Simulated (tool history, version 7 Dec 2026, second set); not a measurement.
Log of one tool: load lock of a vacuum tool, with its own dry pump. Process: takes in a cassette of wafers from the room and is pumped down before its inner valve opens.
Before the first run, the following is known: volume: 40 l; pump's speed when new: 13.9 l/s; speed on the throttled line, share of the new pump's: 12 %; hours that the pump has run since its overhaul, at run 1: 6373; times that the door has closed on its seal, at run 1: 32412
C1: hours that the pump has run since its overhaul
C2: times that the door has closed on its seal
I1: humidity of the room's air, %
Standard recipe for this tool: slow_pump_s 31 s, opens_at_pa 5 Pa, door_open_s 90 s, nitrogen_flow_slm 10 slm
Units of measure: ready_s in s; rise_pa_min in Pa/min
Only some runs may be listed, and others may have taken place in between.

{"run": 1, "hour": 0.0, "slow_pump_s": 31, "opens_at_pa": 5, "door_open_s": 90, "nitrogen_flow_slm": 10, "C1": 6373, "C2": 32412, "I1": 44.7, "ready_s": 60, "rise_pa_min": 0.359}
{"run": 2, "hour": 236.8, "slow_pump_s": 31, "opens_at_pa": 5, "door_open_s": 90, "nitrogen_flow_slm": 10, "C1": 6610, "C2": 33321, "I1": 46.2, "ready_s": 59.3, "rise_pa_min": 0.373}
{"run": 3, "hour": 437.2, "slow_pump_s": 31, "opens_at_pa": 6, "door_open_s": 90, "nitrogen_flow_slm": 10, "C1": 6811, "C2": 34091, "I1": 40.3, "ready_s": 59, "rise_pa_min": 0.376}
{"run": 4, "hour": 789.1, "slow_pump_s": 31, "opens_at_pa": 6, "door_open_s": 90, "nitrogen_flow_slm": 10, "C1": 7163, "C2": 35441, "I1": 46.4, "ready_s": 59.3, "rise_pa_min": 0.404}
{"run": 5, "hour": 1024.0, "slow_pump_s": 31, "opens_at_pa": 6, "door_open_s": 90, "nitrogen_flow_slm": 10, "C1": 7397, "C2": 36343, "I1": 50, "ready_s": 59.5, "rise_pa_min": 0.422}
{"run": 6, "hour": 1197.2, "slow_pump_s": 31, "opens_at_pa": 6, "door_open_s": 90, "nitrogen_flow_slm": 10, "C1": 7571, "C2": 37008, "I1": 43.8, "ready_s": 60.1, "rise_pa_min": 0.41}
{"run": 7, "hour": 1499.6, "slow_pump_s": 31, "opens_at_pa": 6, "door_open_s": 90, "nitrogen_flow_slm": 10, "C1": 7873, "C2": 38169, "I1": 46.8, "ready_s": 60.2, "rise_pa_min": 0.451}
{"run": 8, "hour": 1747.6, "slow_pump_s": 31, "opens_at_pa": 6, "door_open_s": 90, "nitrogen_flow_slm": 10, "C1": 8121, "C2": 39121, "I1": 41.4, "ready_s": 60.5, "rise_pa_min": 0.451}
{"run": 9, "hour": 2002.8, "slow_pump_s": 31, "opens_at_pa": 6, "door_open_s": 90, "nitrogen_flow_slm": 10, "C1": 8376, "C2": 40100, "I1": 47.7, "ready_s": 61, "rise_pa_min": 0.488}
{"hour": 2197.0, "done": "door's seal changed, seat wiped"}
{"run": 10, "hour": 2275.0, "slow_pump_s": 31, "opens_at_pa": 6, "door_open_s": 90, "nitrogen_flow_slm": 10, "C1": 8647, "C2": 300, "I1": 45.3, "ready_s": 60.3, "rise_pa_min": 0.086}
{"run": 11, "hour": 2605.4, "slow_pump_s": 31, "opens_at_pa": 5, "door_open_s": 90, "nitrogen_flow_slm": 16, "C1": 8977, "C2": 1568, "I1": 43.4, "ready_s": 61, "rise_pa_min": 0.078}
{"run": 12, "hour": 2894.2, "slow_pump_s": 31, "opens_at_pa": 5, "door_open_s": 90, "nitrogen_flow_slm": 16, "C1": 9266, "C2": 2676, "I1": 43.6, "ready_s": 61.8, "rise_pa_min": 0.094}
{"run": 13, "hour": 3192.4, "slow_pump_s": 31, "opens_at_pa": 5, "door_open_s": 90, "nitrogen_flow_slm": 10, "C1": 9564, "C2": 3821, "I1": 45.1, "ready_s": 61.7, "rise_pa_min": 0.1}
{"run": 14, "hour": 3536.5, "slow_pump_s": 31, "opens_at_pa": 5, "door_open_s": 90, "nitrogen_flow_slm": 10, "C1": 9908, "C2": 5142, "I1": 43.8, "ready_s": 61.3, "rise_pa_min": 0.107}
{"run": 15, "hour": 3910.1, "slow_pump_s": 31, "opens_at_pa": 5, "door_open_s": 90, "nitrogen_flow_slm": 6, "C1": 10282, "C2": 6576, "I1": 48.8, "ready_s": 61.9, "rise_pa_min": 0.129}
{"run": 16, "hour": 4101.5, "slow_pump_s": 31, "opens_at_pa": 5, "door_open_s": 90, "nitrogen_flow_slm": 6, "C1": 10473, "C2": 7311, "I1": 46.8, "ready_s": 61.5, "rise_pa_min": 0.13}
{"run": 17, "hour": 4388.0, "slow_pump_s": 24, "opens_at_pa": 5, "door_open_s": 90, "nitrogen_flow_slm": 14, "C1": 10760, "C2": 8410, "I1": 46.1, "ready_s": 55.8, "rise_pa_min": 0.115}
{"run": 18, "hour": 4768.4, "slow_pump_s": 47, "opens_at_pa": 7, "door_open_s": 25, "nitrogen_flow_slm": 26, "C1": 11140, "C2": 9871, "I1": 47.7, "ready_s": 73.2, "rise_pa_min": 0.08}
{"run": 19, "hour": 4994.0, "slow_pump_s": 21, "opens_at_pa": 6, "door_open_s": 117, "nitrogen_flow_slm": 21, "C1": 11366, "C2": 10737, "I1": 43.5, "ready_s": 53.3, "rise_pa_min": 0.134}
{"run": 20, "hour": 5358.1, "slow_pump_s": 21, "opens_at_pa": 6, "door_open_s": 117, "nitrogen_flow_slm": 21, "C1": 11730, "C2": 12134, "I1": 44, "ready_s": 53.4, "rise_pa_min": 0.145}
{"run": 21, "hour": 5660.5, "slow_pump_s": 31, "opens_at_pa": 5, "door_open_s": 90, "nitrogen_flow_slm": 10, "C1": 12032, "C2": 13295, "I1": 44.3, "ready_s": 62.5, "rise_pa_min": 0.159}
{"run": 22, "hour": 5979.3, "slow_pump_s": 31, "opens_at_pa": 5, "door_open_s": 90, "nitrogen_flow_slm": 10, "C1": 12351, "C2": 14519, "I1": 45.5, "ready_s": 63, "rise_pa_min": 0.168}
{"hour": 6114.9, "done": "dry pump taken out, an overhauled one fitted"}
{"run": 23, "hour": 6359.2, "slow_pump_s": 50, "opens_at_pa": 9, "door_open_s": 211, "nitrogen_flow_slm": 6, "C1": 244, "C2": 15954, "I1": 46.5, "ready_s": 71.6, "rise_pa_min": 0.275}
{"run": 24, "hour": 6728.3, "slow_pump_s": 31, "opens_at_pa": 5, "door_open_s": 73, "nitrogen_flow_slm": 10, "C1": 613, "C2": 17371, "I1": 42.2, "ready_s": 56.6, "rise_pa_min": 0.17}
{"run": 25, "hour": 7049.6, "slow_pump_s": 31, "opens_at_pa": 10, "door_open_s": 73, "nitrogen_flow_slm": 7, "C1": 935, "C2": 18604, "I1": 46.3, "ready_s": 54.5, "rise_pa_min": 0.203}
{"run": 26, "hour": 7225.0, "slow_pump_s": 31, "opens_at_pa": 4, "door_open_s": 225, "nitrogen_flow_slm": 27, "C1": 1110, "C2": 19277, "I1": 44.6, "ready_s": 57.8, "rise_pa_min": 0.243}
{"run": 27, "hour": 7510.3, "slow_pump_s": 23, "opens_at_pa": 6, "door_open_s": 42, "nitrogen_flow_slm": 10, "C1": 1395, "C2": 20373, "I1": 42.6, "ready_s": 49, "rise_pa_min": 0.182}
{"run": 28, "hour": 7779.5, "slow_pump_s": 21, "opens_at_pa": 8, "door_open_s": 55, "nitrogen_flow_slm": 5, "C1": 1665, "C2": 21406, "I1": 46, "ready_s": 46.8, "rise_pa_min": 0.214}

Branching from run 28: 3 alternative next runs. What would each branch give?
{"run": "A", "hour": 8111.1, "slow_pump_s": 43, "opens_at_pa": 5, "door_open_s": 90, "nitrogen_flow_slm": 10, "C1": 1996, "C2": 22679, "I1": 43.8, "ready_s": "?", "rise_pa_min": "?"}
{"run": "B", "hour": 8111.1, "slow_pump_s": 28, "opens_at_pa": 8, "door_open_s": 55, "nitrogen_flow_slm": 5, "C1": 1996, "C2": 22679, "I1": 45.4, "ready_s": "?", "rise_pa_min": "?"}
{"run": "C", "hour": 8111.1, "slow_pump_s": 22, "opens_at_pa": 8, "door_open_s": 197, "nitrogen_flow_slm": 24, "C1": 1996, "C2": 22679, "I1": 40, "ready_s": "?", "rise_pa_min": "?"}

run=A ready_s=66.8 rise_pa_min=0.247
run=B ready_s=53.4 rise_pa_min=0.228
run=C ready_s=47.9 rise_pa_min=0.267
Without the tool's hidden state the same runs would have given:
run=A ready_s=66.2 rise_pa_min=0.089
run=B ready_s=52.8 rise_pa_min=0.072
run=C ready_s=47.2 rise_pa_min=0.109
